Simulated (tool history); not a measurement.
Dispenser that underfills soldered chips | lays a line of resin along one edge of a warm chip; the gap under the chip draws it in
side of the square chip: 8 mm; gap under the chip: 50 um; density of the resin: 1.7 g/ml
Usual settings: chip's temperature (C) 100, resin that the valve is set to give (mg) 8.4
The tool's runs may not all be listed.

run    day  chip's temperature (C)  resin that the valve is set to give (mg)  time until the resin shows at the far edge (s)  resin that the valve gave (mg)
  1      0                     100                                       8.4                                            61.8                            8.22
     0.029  -- new syringe of resin
  2    0.2                     100                                       8.4                                            34.9                            8.18
  3  0.442                     100                                       8.4                                              50                            8.15
     0.621  -- new syringe of resin
  4  0.646                     100                                       8.4                                            27.6                            8.18
  5  0.938                     100                                       8.4                                            42.6                            8.13
     1.204  -- new syringe of resin
  6  1.233                     100                                       8.4                                            28.7                             8.1
  7  1.629                     100                                       8.4                                            50.7                            8.09
     1.796  -- new syringe of resin
  8  1.875                     100                                       8.4                                            30.5                            8.04
     2.058  -- dispensing valve cleaned and set on the balance
  9  2.142                     100                                       8.4                                              42                            8.44
     2.433  -- new syringe of resin
 10  2.496                     112                                      7.37                                              19                            7.41
 11  2.658                     105                                      8.19                                            31.2                            8.18
     3.025  -- new syringe of resin
 12  3.029                      91                                      7.74                                            39.5                            7.71
 13  3.379                      91                                      7.74                                            66.8                            7.69
     3.617  -- new syringe of resin
 14  3.654                     109                                       8.4                                            20.1                            8.29
 15  3.921                     109                                       8.4                                            30.3                            8.34
     4.196  -- new syringe of resin
 16  4.325                     109                                       8.4                                            23.9                            8.31

Branching from run 16: 5 alternative next runs. What would each branch give?
  A  4.562                      95                                      8.73                                               ?                               ?
  B  4.562                      98                                     10.71                                               ?                               ?
  C  4.562                     112                                         8                                               ?                               ?
  D  4.562                      95                                     10.19                                               ?                               ?
  E  4.562                     103                                         8                                               ?                               ?

run  time until the resin shows at the far edge (s)  resin that the valve gave (mg)
  A                                            57.4                             8.6
  B                                            50.4                           10.52
  C                                            29.7                            7.86
  D                                              58                           10.05
  E                                            42.4                            7.93
Without the tool's hidden state the same runs would have given:
run  time until the resin shows at the far edge (s)  resin that the valve gave (mg)
  A                                            31.4                            8.73
  B                                            27.9                           10.68
  C                                            16.4                            7.98
  D                                            31.9                            10.2
  E                                            23.3                            8.05
